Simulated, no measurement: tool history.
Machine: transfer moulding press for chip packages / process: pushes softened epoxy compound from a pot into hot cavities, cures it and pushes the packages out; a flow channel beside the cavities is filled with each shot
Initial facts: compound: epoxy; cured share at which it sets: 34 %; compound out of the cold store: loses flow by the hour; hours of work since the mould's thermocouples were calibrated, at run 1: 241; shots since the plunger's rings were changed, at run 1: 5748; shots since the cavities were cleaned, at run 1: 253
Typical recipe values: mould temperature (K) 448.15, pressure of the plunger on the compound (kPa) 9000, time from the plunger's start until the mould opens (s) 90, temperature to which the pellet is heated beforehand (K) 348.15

| run | hour | mould temperature (K) | pressure of the plunger on the compound (kPa) | time from the plunger's start until the mould opens (s) | temperature to which the pellet is heated beforehand (K) | hours of work since the mould's thermocouples were calibrated | shots since the plunger's rings were changed | shots since the cavities were cleaned | incoming compound's hours out of the cold store | length that the compound runs in the flow channel (mm) | greatest force on the pins that push the packages out (N) |
|---|---|---|---|---|---|---|---|---|---|---|---|
| 1 | 0 | 448.15 | 9000 | 90 | 348.15 | 241 | 5748 | 253 | 39.5 | 436 | 637 |
| 2 | 11.9 | 448.15 | 9000 | 90 | 348.15 | 247 | 5878 | 383 | 43.1 | 425 | 661 |
| 3 | 19 | 448.15 | 9000 | 90 | 348.15 | 251 | 5955 | 460 | 46.1 | 430 | 670 |
| 4 | 24.4 | 448.15 | 9000 | 90 | 348.15 | 254 | 6015 | 520 | 30.6 | 448 | 702 |
| 5 | 30.4 | 448.15 | 9000 | 90 | 348.15 | 257 | 6081 | 586 | 20.7 | 468 | 777 |
|  | 33.7 | plunger's sealing rings changed |
| 6 | 43.8 | 448.15 | 9000 | 90 | 348.15 | 262 | 110 | 704 | 33.8 | 506 | 746 |
| 7 | 54.8 | 448.15 | 9000 | 90 | 348.15 | 268 | 230 | 824 | 38.2 | 493 | 743 |
| 8 | 67.3 | 448.15 | 7270 | 90 | 348.15 | 275 | 367 | 961 | 32.3 | 453 | 751 |
| 9 | 79.8 | 448.15 | 7270 | 90 | 348.15 | 281 | 504 | 1098 | 27.6 | 466 | 802 |
|  | 85 | cavities cleaned with cleaning compound and waxed |
| 10 | 87.2 | 448.15 | 9000 | 124 | 348.15 | 285 | 568 | 25 | 35.4 | 492 | 653 |
| 11 | 93.4 | 448.15 | 9000 | 90 | 348.15 | 288 | 635 | 92 | 32 | 496 | 885 |
| 12 | 100.5 | 448.15 | 9000 | 90 | 348.15 | 292 | 713 | 170 | 38.5 | 489 | 859 |
|  | 108.1 | cavities cleaned with cleaning compound and waxed, once more |
| 13 | 108.1 | 448.15 | 9000 | 90 | 348.15 | 295 | 780 | 0 | 10.7 | 561 | 585 |
| 14 | 115.6 | 448.15 | 9000 | 90 | 348.15 | 299 | 862 | 82 | 38.2 | 488 | 591 |
| 15 | 124 | 449.15 | 9000 | 90 | 348.15 | 303 | 953 | 173 | 35.2 | 490 | 582 |
| 16 | 130.7 | 449.15 | 9000 | 90 | 348.15 | 307 | 1027 | 247 | 39.7 | 483 | 603 |
| 17 | 143.9 | 448.15 | 10520 | 90 | 348.15 | 314 | 1170 | 390 | 31.2 | 527 | 649 |
| 18 | 152.8 | 448.15 | 10520 | 90 | 348.15 | 318 | 1268 | 488 | 10.5 | 595 | 783 |
| 19 | 165.4 | 450.15 | 9750 | 129 | 356.15 | 325 | 1406 | 626 | 19.6 | 540 | 518 |
| 20 | 174.4 | 446.15 | 7910 | 115 | 345.15 | 330 | 1504 | 724 | 30.4 | 478 | 610 |
| 21 | 184.3 | 446.15 | 7910 | 115 | 345.15 | 335 | 1611 | 831 | 32.8 | 468 | 631 |
| 22 | 196.5 | 443.15 | 9790 | 115 | 358.15 | 341 | 1745 | 965 | 31.3 | 526 | 676 |
| 23 | 209.1 | 442.15 | 8380 | 76 | 356.15 | 348 | 1882 | 1102 | 31.7 | 488 | 1683 |
|  | 213.7 | cavities cleaned with cleaning compound and waxed |
| 24 | 219.8 | 448.15 | 7170 | 72 | 348.15 | 353 | 1983 | 67 | 10.9 | 480 | 1049 |
| 25 | 227.6 | 448.15 | 7170 | 72 | 348.15 | 357 | 2068 | 152 | 20.5 | 459 | 1024 |
| 26 | 236.3 | 448.15 | 8500 | 90 | 354.15 | 362 | 2163 | 247 | 39.6 | 461 | 630 |
| 27 | 247.6 | 453.15 | 9000 | 90 | 348.15 | 368 | 2286 | 370 | 8.9 | 540 | 519 |

What will run 28 give?
| 28 | 258.2 | 453.15 | 9000 | 90 | 348.15 | 373 | 2402 | 486 | 8.8 | ? | ? |

{"run 28": {"length that the compound runs in the flow channel (mm)": 529, "greatest force on the pins that push the packages out (N)": 559}}
Take away the tool's hidden state, keep the run-to-run variation as it was, and the same run would have given length that the compound runs in the flow channel (mm) 555, greatest force on the pins that push the packages out (N) 417.
